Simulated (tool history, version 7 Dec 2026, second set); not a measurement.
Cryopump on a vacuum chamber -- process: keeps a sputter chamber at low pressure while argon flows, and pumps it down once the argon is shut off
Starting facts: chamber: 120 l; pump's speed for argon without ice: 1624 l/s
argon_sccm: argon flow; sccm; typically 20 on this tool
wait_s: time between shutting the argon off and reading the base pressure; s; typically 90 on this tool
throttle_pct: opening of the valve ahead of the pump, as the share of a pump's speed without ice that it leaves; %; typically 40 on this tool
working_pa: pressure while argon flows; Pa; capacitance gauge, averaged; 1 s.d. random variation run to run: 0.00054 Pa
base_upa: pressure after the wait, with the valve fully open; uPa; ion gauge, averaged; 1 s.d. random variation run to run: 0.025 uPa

run	day	argon_sccm	wait_s	throttle_pct	working_pa	base_upa
1	0	20	90	40	0.0562	1.91
2	0.683	20	90	40	0.0561	1.93
3	1.158	20	90	40	0.0558	1.95
4	1.683	20	90	40	0.0549	1.92
5	2.192	20	90	40	0.0552	1.96
6	2.721	20	90	40	0.0557	2.04
7	3.446	24	90	40	0.0672	1.99
8	3.971	24	90	40	0.0676	1.99
9	4.479	20	45	40	0.0561	2.87
10	4.829	20	45	40	0.0569	2.89
11	5.421	20	90	19	0.1132	2.01
12	5.908	20	90	19	0.1147	2.03
13	6.204	20	90	19	0.1135	2.04
14	6.775	20	62	40	0.0569	2.44
15	7.238	20	62	40	0.0568	2.46
16	7.562	20	62	40	0.0573	2.45
17	8.258	20	62	40	0.0557	2.38
18	8.988	25	54	31	0.0907	2.63
19	9.596	25	54	31	0.0909	2.62
20	10.15	25	54	40	0.0721	2.68
21	10.667	20	46	46	0.0508	2.97
22	11.183	20	46	46	0.0509	2.96
23	11.633	40	152	40	0.1152	1.76
24	12.012	19	37	58	0.0388	3.41
25	12.383	17	175	40	0.0486	1.68
26	12.871	35	175	16	0.2383	1.78
27	13.388	20	90	56	0.0432	2.18
28	14.017	20	90	56	0.0426	2.16
29	14.658	20	90	56	0.0429	2.24
30	15.075	9	90	51	0.0204	2.16
31	15.546	20	262	23	0.0974	1.66
32	15.921	20	262	23	0.0971	1.66
33	16.221	18	74	17	0.1158	2.4
34	16.95	39	110	35	0.1292	2.06

Pick out some run-to-run changes in working_pa. Of each, how much would a tool without hidden state show as well, from the settings, what came in and chance, and how much is left for the hidden state and any gauge scatter not in both results compared?
What the log doesn't record here: pump's speed, % of a pump's without ice; cold plate's temperature, K; leak into the chamber, uPa l/s; drift of the gauge itself on working_pa, %; drift of the gauge itself on base_upa, %.
Run 22 -> 23: argon_sccm 20 -> 40, wait_s 46 -> 152, throttle_pct 46 -> 40. working_pa +0.0643 Pa: hidden state +0.0056, all else +0.0587.
Run 23 -> 24: argon_sccm 40 -> 19, wait_s 152 -> 37, throttle_pct 40 -> 58. working_pa -0.0764 Pa: hidden state -0.0056, all else -0.0708.
Run 25 -> 26: argon_sccm 17 -> 35, throttle_pct 40 -> 16. working_pa +0.1897 Pa: hidden state +0.0053, all else +0.1844.
Run 26 -> 27: argon_sccm 35 -> 20, wait_s 175 -> 90, throttle_pct 16 -> 56. working_pa -0.1951 Pa: hidden state -0.0042, all else -0.1909.
Run 30 -> 31: argon_sccm 9 -> 20, wait_s 90 -> 262, throttle_pct 51 -> 23. working_pa +0.077 Pa: hidden state +0.0036, all else +0.0734.
Run 33 -> 34: argon_sccm 18 -> 39, wait_s 74 -> 110, throttle_pct 17 -> 35. working_pa +0.0134 Pa: hidden state +0.0071, all else +0.0063.
